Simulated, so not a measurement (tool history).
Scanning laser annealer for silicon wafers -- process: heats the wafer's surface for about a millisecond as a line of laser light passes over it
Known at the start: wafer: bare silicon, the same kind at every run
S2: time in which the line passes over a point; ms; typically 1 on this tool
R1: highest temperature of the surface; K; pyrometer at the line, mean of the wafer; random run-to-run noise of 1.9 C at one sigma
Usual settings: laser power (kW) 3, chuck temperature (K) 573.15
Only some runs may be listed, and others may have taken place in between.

{"run": 1, "day": 0.0, "laser power (kW)": 3, "S2": 1, "chuck temperature (K)": 573.15, "R1": 1399.15}
{"run": 2, "day": 0.717, "laser power (kW)": 3, "S2": 1, "chuck temperature (K)": 545.15, "R1": 1369.15}
{"run": 3, "day": 1.5, "laser power (kW)": 3, "S2": 1, "chuck temperature (K)": 545.15, "R1": 1368.15}
{"run": 4, "day": 2.262, "laser power (kW)": 3, "S2": 1, "chuck temperature (K)": 545.15, "R1": 1365.15}
{"run": 5, "day": 3.167, "laser power (kW)": 3, "S2": 1, "chuck temperature (K)": 545.15, "R1": 1366.15}
{"run": 6, "day": 4.096, "laser power (kW)": 3, "S2": 1, "chuck temperature (K)": 545.15, "R1": 1368.15}
{"run": 7, "day": 5.012, "laser power (kW)": 3, "S2": 1, "chuck temperature (K)": 545.15, "R1": 1370.15}
{"run": 8, "day": 5.758, "laser power (kW)": 3, "S2": 1, "chuck temperature (K)": 545.15, "R1": 1371.15}
{"day": 6.112, "done": "window over the wafer cleaned"}
{"run": 9, "day": 6.725, "laser power (kW)": 3, "S2": 1, "chuck temperature (K)": 596.15, "R1": 1419.15}
{"run": 10, "day": 7.588, "laser power (kW)": 3, "S2": 1, "chuck temperature (K)": 596.15, "R1": 1420.15}
{"run": 11, "day": 8.362, "laser power (kW)": 3, "S2": 0.75, "chuck temperature (K)": 573.15, "R1": 1289.15}
{"run": 12, "day": 9.125, "laser power (kW)": 3, "S2": 1.13, "chuck temperature (K)": 573.15, "R1": 1446.15}
{"run": 13, "day": 9.975, "laser power (kW)": 3, "S2": 1.13, "chuck temperature (K)": 573.15, "R1": 1446.15}
{"run": 14, "day": 10.746, "laser power (kW)": 3, "S2": 1, "chuck temperature (K)": 573.15, "R1": 1398.15}
{"run": 15, "day": 11.358, "laser power (kW)": 3, "S2": 1, "chuck temperature (K)": 573.15, "R1": 1398.15}
{"run": 16, "day": 12.146, "laser power (kW)": 3, "S2": 1, "chuck temperature (K)": 561.15, "R1": 1385.15}
{"run": 17, "day": 13.058, "laser power (kW)": 3, "S2": 1, "chuck temperature (K)": 561.15, "R1": 1383.15}
{"run": 18, "day": 14.083, "laser power (kW)": 3, "S2": 1, "chuck temperature (K)": 561.15, "R1": 1382.15}
{"run": 19, "day": 14.567, "laser power (kW)": 3, "S2": 1, "chuck temperature (K)": 561.15, "R1": 1385.15}
{"run": 20, "day": 15.571, "laser power (kW)": 3, "S2": 1, "chuck temperature (K)": 573.15, "R1": 1392.15}
{"run": 21, "day": 16.292, "laser power (kW)": 3, "S2": 1, "chuck temperature (K)": 573.15, "R1": 1399.15}
{"run": 22, "day": 17.317, "laser power (kW)": 3.255, "S2": 1, "chuck temperature (K)": 571.15, "R1": 1477.15}
{"run": 23, "day": 17.8, "laser power (kW)": 2.575, "S2": 0.95, "chuck temperature (K)": 573.15, "R1": 1243.15}
{"run": 24, "day": 18.442, "laser power (kW)": 3.009, "S2": 0.72, "chuck temperature (K)": 556.15, "R1": 1262.15}
{"day": 19.433, "done": "optics aligned, line set to its width"}
{"run": 25, "day": 19.717, "laser power (kW)": 2.675, "S2": 1.22, "chuck temperature (K)": 573.15, "R1": 1359.15}
{"run": 26, "day": 20.467, "laser power (kW)": 3, "S2": 0.95, "chuck temperature (K)": 573.15, "R1": 1376.15}
{"run": 27, "day": 21.329, "laser power (kW)": 3.029, "S2": 0.95, "chuck temperature (K)": 610.15, "R1": 1425.15}
{"run": 28, "day": 22.067, "laser power (kW)": 3.029, "S2": 0.95, "chuck temperature (K)": 610.15, "R1": 1424.15}
{"run": 29, "day": 22.842, "laser power (kW)": 3.272, "S2": 1.05, "chuck temperature (K)": 611.15, "R1": 1544.15}
{"run": 30, "day": 23.617, "laser power (kW)": 2.585, "S2": 0.75, "chuck temperature (K)": 575.15, "R1": 1176.15}
{"run": 31, "day": 24.279, "laser power (kW)": 2.585, "S2": 0.75, "chuck temperature (K)": 575.15, "R1": 1173.15}
{"run": 32, "day": 25.183, "laser power (kW)": 2.585, "S2": 1, "chuck temperature (K)": 571.15, "R1": 1260.15}
{"day": 25.821, "done": "window over the wafer cleaned"}
{"run": 33, "day": 26.171, "laser power (kW)": 2.585, "S2": 0.74, "chuck temperature (K)": 589.15, "R1": 1187.15}
{"run": 34, "day": 27.246, "laser power (kW)": 2.589, "S2": 1.01, "chuck temperature (K)": 546.15, "R1": 1240.15}
{"run": 35, "day": 28.167, "laser power (kW)": 2.573, "S2": 1.04, "chuck temperature (K)": 536.15, "R1": 1231.15}
{"run": 36, "day": 29.125, "laser power (kW)": 2.573, "S2": 1.04, "chuck temperature (K)": 536.15, "R1": 1233.15}
{"run": 37, "day": 29.758, "laser power (kW)": 2.555, "S2": 1.04, "chuck temperature (K)": 593.15, "R1": 1285.15}
{"run": 38, "day": 30.771, "laser power (kW)": 2.935, "S2": 0.85, "chuck temperature (K)": 588.15, "R1": 1331.15}
{"run": 39, "day": 31.858, "laser power (kW)": 3.1, "S2": 0.88, "chuck temperature (K)": 547.15, "R1": 1352.15}
{"run": 40, "day": 32.658, "laser power (kW)": 3.258, "S2": 1, "chuck temperature (K)": 534.15, "R1": 1441.15}

Predict each of these 5 candidate next runs independently; none follows another, all start after run 40:
{"run": "A", "day": 33.179, "laser power (kW)": 3.258, "S2": 1, "chuck temperature (K)": 612.15, "R1": "?"}
{"run": "B", "day": 33.179, "laser power (kW)": 3.204, "S2": 0.75, "chuck temperature (K)": 605.15, "R1": "?"}
{"run": "C", "day": 33.179, "laser power (kW)": 3.258, "S2": 1.01, "chuck temperature (K)": 534.15, "R1": "?"}
{"run": "D", "day": 33.179, "laser power (kW)": 2.901, "S2": 0.72, "chuck temperature (K)": 582.15, "R1": "?"}
{"run": "E", "day": 33.179, "laser power (kW)": 3, "S2": 1, "chuck temperature (K)": 606.15, "R1": "?"}

run=A R1=1521.15
run=B R1=1381.15
run=C R1=1449.15
run=D R1=1253.15
run=E R1=1429.15
Without the tool's unlogged condition, the same runs would have read:
run=A R1=1522.15
run=B R1=1382.15
run=C R1=1450.15
run=D R1=1253.15
run=E R1=1430.15
